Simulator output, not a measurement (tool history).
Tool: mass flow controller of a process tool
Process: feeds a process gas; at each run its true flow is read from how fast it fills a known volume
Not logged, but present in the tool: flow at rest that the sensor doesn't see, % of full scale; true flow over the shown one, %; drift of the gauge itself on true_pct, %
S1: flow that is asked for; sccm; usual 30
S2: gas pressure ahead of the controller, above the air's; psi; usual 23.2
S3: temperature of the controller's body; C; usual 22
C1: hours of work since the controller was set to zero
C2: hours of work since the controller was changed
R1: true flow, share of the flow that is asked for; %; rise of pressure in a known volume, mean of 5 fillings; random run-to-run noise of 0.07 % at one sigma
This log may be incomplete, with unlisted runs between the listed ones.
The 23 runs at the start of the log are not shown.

run	day	S1	S2	S3	C1	C2	R1
24	241.608	30	23.2	29	6517	6517	102.33
25	254.692	33	25.2	29	6648	6648	102.33
26	266.908	33	32.1	33	6770	6770	101.99
27	278.075	47	39.5	34	6881	6881	101.91
28	286.654	47	39.5	34	6967	6967	102.14
29	298.942	47	39.5	34	7090	7090	102.21
30	305.842	21	40.2	31	7159	7159	102.14
31	314.108	30	39.0	22	7241	7241	102.72
32	324.121	11	26.8	22	7341	7341	104.35
33	330.646	11	26.8	22	7406	7406	104.52
34	337.700	14	26.8	22	7477	7477	104.02
# day 345.804: controller's zero set anew
35	347.200	18	23.8	23	14	7571	102.13
36	360.008	30	23.2	37	142	7699	101.75
37	370.000	30	23.2	39	242	7799	101.60
38	381.875	30	23.2	34	360	7918	102.03
# day 385.971: controller exchanged for a calibrated one
39	389.546	91	23.2	22	36	36	100.00
40	400.408	38	23.2	20	144	144	98.49
41	410.846	30	31.6	21	248	248	97.91
42	418.667	30	40.5	35	326	326	96.80
43	427.967	30	22.8	22	419	419	98.27
44	437.908	32	23.2	22	519	519	98.50
45	450.262	32	23.2	22	642	642	98.40
46	461.204	32	23.2	22	751	751	98.67
47	471.538	32	23.2	28	854	854	98.37

Alternative continuations, all from the tool just after run 47; predict every row:
A	478.358	99	23.2	28	923	923	?
B	478.358	32	23.2	22	923	923	?
C	478.358	32	22.8	25	923	923	?
D	478.358	25	39.2	27	923	923	?

run	R1
A	100.53
B	98.84
C	98.44
D	97.52
The same runs, with their run-to-run variation unchanged, on a tool lacking any hidden condition would have given:
run	R1
A	100.00
B	98.23
C	97.83
D	96.88

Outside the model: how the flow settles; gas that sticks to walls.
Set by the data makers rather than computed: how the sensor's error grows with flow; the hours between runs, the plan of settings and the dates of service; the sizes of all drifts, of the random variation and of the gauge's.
